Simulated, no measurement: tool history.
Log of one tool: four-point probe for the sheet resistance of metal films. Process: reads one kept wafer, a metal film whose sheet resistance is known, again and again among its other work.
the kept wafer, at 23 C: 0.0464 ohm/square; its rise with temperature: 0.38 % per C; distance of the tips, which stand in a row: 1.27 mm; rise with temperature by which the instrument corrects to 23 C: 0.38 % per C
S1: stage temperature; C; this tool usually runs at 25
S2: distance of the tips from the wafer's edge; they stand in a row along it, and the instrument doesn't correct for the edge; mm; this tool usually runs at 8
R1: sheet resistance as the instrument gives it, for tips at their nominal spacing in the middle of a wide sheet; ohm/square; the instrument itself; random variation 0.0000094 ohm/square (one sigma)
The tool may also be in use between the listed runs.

Run 1, hour 0.0: usual settings. Result: R1 0.047098 ohm/square.
Run 2, hour 21.1: usual settings. Result: R1 0.047089 ohm/square.
Run 3, hour 43.9: usual settings. Result: R1 0.047076 ohm/square.
Run 4, hour 76.5: usual settings. Result: R1 0.047116 ohm/square.
Run 5, hour 115.9: usual settings. Result: R1 0.047107 ohm/square.
Run 6, hour 144.8: usual settings. Result: R1 0.047121 ohm/square.
Run 7, hour 169.7: usual settings. Result: R1 0.047121 ohm/square.
Run 8, hour 197.6: usual settings but S1 26 C. Result: R1 0.047132 ohm/square.
Run 9, hour 227.7: usual settings but S1 26 C. Result: R1 0.047153 ohm/square.
Run 10, hour 260.6: usual settings but S1 18 C. Result: R1 0.047100 ohm/square.
Run 11, hour 310.6: usual settings but S1 18 C. Result: R1 0.047160 ohm/square.
Run 12, hour 349.0: usual settings but S2 4 mm. Result: R1 0.048958 ohm/square.
Run 13, hour 389.6: usual settings but S2 43 mm. Result: R1 0.046583 ohm/square.
Run 14, hour 415.3: usual settings but S2 11 mm. Result: R1 0.046912 ohm/square.
Run 15, hour 462.8: usual settings but S2 11 mm. Result: R1 0.046923 ohm/square.
Run 16, hour 496.7: usual settings but S1 29 C, S2 11 mm. Result: R1 0.046925 ohm/square.
Run 17, hour 528.0: usual settings but S1 29 C, S2 11 mm. Result: R1 0.046933 ohm/square.
Run 18, hour 558.3: usual settings. Result: R1 0.047234 ohm/square.
Run 19, hour 593.1: usual settings. Result: R1 0.047239 ohm/square.
Run 20, hour 626.6: usual settings. Result: R1 0.047248 ohm/square.
Run 21, hour 669.1: usual settings. Result: R1 0.047261 ohm/square.
Run 22, hour 711.5: usual settings but S1 31 C. Result: R1 0.047296 ohm/square.
Run 23, hour 739.9: usual settings but S1 32 C, S2 14 mm. Result: R1 0.046865 ohm/square.
Run 24, hour 773.0: usual settings but S1 33 C, S2 18 mm. Result: R1 0.046811 ohm/square.
Run 25, hour 806.3: usual settings but S1 20 C, S2 51 mm. Result: R1 0.046684 ohm/square.
Run 26, hour 846.7: usual settings but S1 31 C, S2 27 mm. Result: R1 0.046767 ohm/square.
Run 27, hour 889.5: usual settings but S2 17 mm. Result: R1 0.046834 ohm/square.
Run 28, hour 913.6: usual settings but S1 18 C, S2 12 mm. Result: R1 0.046955 ohm/square.
Run 29, hour 938.0: usual settings but S1 19 C. Result: R1 0.047329 ohm/square.
Run 30, hour 971.1: usual settings but S1 23 C. Result: R1 0.047343 ohm/square.
Run 31, hour 1001.6: usual settings but S1 34 C, S2 6 mm. Result: R1 0.047852 ohm/square.
Run 32, hour 1046.1: usual settings but S1 19 C, S2 27 mm. Result: R1 0.046779 ohm/square.
Run 33, hour 1089.6: usual settings but S1 33 C, S2 56 mm. Result: R1 0.046784 ohm/square.
Run 34, hour 1122.0: usual settings but S1 24 C, S2 19 mm. Result: R1 0.046857 ohm/square.
Run 35, hour 1163.2: usual settings but S1 24 C, S2 19 mm. Result: R1 0.046884 ohm/square.
Run 36, hour 1195.1: usual settings but S1 23 C, S2 41 mm. Result: R1 0.046804 ohm/square.
Run 37, hour 1239.9: usual settings but S1 33 C, S2 6 mm. Result: R1 0.047899 ohm/square.
Run 38, hour 1289.1: usual settings but S1 29 C, S2 29 mm. Result: R1 0.046848 ohm/square.
Run 39, hour 1313.2: usual settings but S1 30 C, S2 48 mm. Result: R1 0.046846 ohm/square.
Run 40, hour 1336.6: usual settings but S1 30 C, S2 48 mm. Result: R1 0.046833 ohm/square.
Run 41, hour 1370.0: usual settings but S1 24 C, S2 14 mm. Result: R1 0.047017 ohm/square.
Run 42, hour 1416.7: usual settings but S1 30 C. Result: R1 0.047467 ohm/square.
Run 43, hour 1454.5: usual settings but S1 18 C, S2 7 mm. Result: R1 0.047641 ohm/square.

Here are 4 independent what-if runs from the current tool condition. What would each one return?
Run A, hour 1493.3: usual settings but S1 32 C, S2 6 mm. Result: R1 ?.
Run B, hour 1493.3: usual settings but S1 23 C, S2 18 mm. Result: R1 ?.
Run C, hour 1493.3: usual settings but S2 14 mm. Result: R1 ?.
Run D, hour 1493.3: usual settings but S1 20 C, S2 17 mm. Result: R1 ?.

run        R1
  A  0.047960
  B  0.046989
  C  0.047048
  D  0.046991
With the hidden condition removed and each run's random variation left untouched, the same runs would have given:
run        R1
  A  0.047502
  B  0.046541
  C  0.046600
  D  0.046544
